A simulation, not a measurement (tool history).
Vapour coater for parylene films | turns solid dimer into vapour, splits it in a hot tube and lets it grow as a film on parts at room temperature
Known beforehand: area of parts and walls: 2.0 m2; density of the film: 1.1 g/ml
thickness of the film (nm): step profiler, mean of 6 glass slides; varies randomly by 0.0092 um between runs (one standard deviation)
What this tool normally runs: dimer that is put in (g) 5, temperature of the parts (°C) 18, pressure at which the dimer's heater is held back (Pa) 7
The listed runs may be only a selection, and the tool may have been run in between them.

run   hour  dimer that is put in (g)  temperature of the parts (°C)  pressure at which the dimer's heater is held back (Pa)  thickness of the film (nm)
  1      0                         5                             18                                                       7                        1075
  2   15.4                         5                             13                                                       7                        1234
  3   38.8                         5                             13                                                       7                        1235
  4   62.2                         5                             13                                                       7                        1230
  5   92.3                         8                             18                                                       7                        1726
  6  115.7                         5                             18                                                    7.15                        1098
  7    141                         5                             19                                                    7.15                        1051
  8  159.4                         4                             16                                                    3.48                         962
  9  190.6                         4                             16                                                    3.48                         957
 10  212.6                         4                             16                                                    8.94                         916
 11  245.6                         5                             27                                                       7                         878

Each row is a separate what-if for the run after 11, all from the same tool condition, not one after another. Results?
  A  265.5                         4                             18                                                       7                           ?
  B  265.5                         5                             28                                                    7.11                           ?
  C  265.5                         4                             18                                                    3.06                           ?
  D  265.5                         9                             17                                                     4.6                           ?
  E  265.5                         6                             18                                                    5.03                           ?

run  thickness of the film (nm)
  A                         866
  B                         855
  C                         923
  D                        2034
  E                        1333
The same runs, with their run-to-run variation unchanged, on a tool lacking any hidden condition would have given:
run  thickness of the film (nm)
  A                         868
  B                         856
  C                         925
  D                        2037
  E                        1334
